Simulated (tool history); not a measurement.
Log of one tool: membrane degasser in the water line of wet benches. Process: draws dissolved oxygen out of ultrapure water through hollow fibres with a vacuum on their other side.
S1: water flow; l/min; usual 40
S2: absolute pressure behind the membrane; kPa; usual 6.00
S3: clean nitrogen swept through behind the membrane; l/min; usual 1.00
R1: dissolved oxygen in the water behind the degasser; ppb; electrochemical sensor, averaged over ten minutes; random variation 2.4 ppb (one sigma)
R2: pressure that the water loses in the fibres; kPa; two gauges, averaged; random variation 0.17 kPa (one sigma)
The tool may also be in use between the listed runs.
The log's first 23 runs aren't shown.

{"run": 24, "hour": 5411.0, "S1": 31, "S2": 13.73, "S3": 0.47, "R1": 1113.8, "R2": 23.33}
{"run": 25, "hour": 5691.7, "S1": 55, "S2": 13.73, "S3": 2.46, "R1": 530.0, "R2": 40.78}
{"run": 26, "hour": 5923.5, "S1": 62, "S2": 14.65, "S3": 1.44, "R1": 934.2, "R2": 46.47}
{"run": 27, "hour": 6100.6, "S1": 33, "S2": 14.65, "S3": 1.44, "R1": 559.0, "R2": 24.6}
{"run": 28, "hour": 6450.9, "S1": 61, "S2": 7.02, "S3": 1.44, "R1": 366.2, "R2": 46.1}
{"run": 29, "hour": 6749.5, "S1": 39, "S2": 4.49, "S3": 2.69, "R1": 59.3, "R2": 29.18}
{"run": 30, "hour": 7015.2, "S1": 37, "S2": 4.89, "S3": 1.84, "R1": 88.4, "R2": 27.42}
{"run": 31, "hour": 7336.9, "S1": 35, "S2": 6.0, "S3": 0.4, "R1": 397.1, "R2": 26.04}

4 ways to go on from here, each from the tool as it stands after run 31. What would each give?
{"run": "A", "hour": 7628.2, "S1": 26, "S2": 6.0, "S3": 0.4, "R1": "?", "R2": "?"}
{"run": "B", "hour": 7628.2, "S1": 31, "S2": 6.0, "S3": 1.39, "R1": "?", "R2": "?"}
{"run": "C", "hour": 7628.2, "S1": 51, "S2": 10.6, "S3": 2.1, "R1": "?", "R2": "?"}
{"run": "D", "hour": 7628.2, "S1": 36, "S2": 6.0, "S3": 1.47, "R1": "?", "R2": "?"}

run=A R1=312.7 R2=19.29
run=B R1=143.3 R2=22.90
run=C R1=400.6 R2=38.21
run=D R1=158.2 R2=27.10
Without the tool's hidden state the same runs would have given:
run=A R1=312.3 R2=18.73
run=B R1=143.1 R2=22.24
run=C R1=400.3 R2=37.11
run=D R1=158.0 R2=26.32
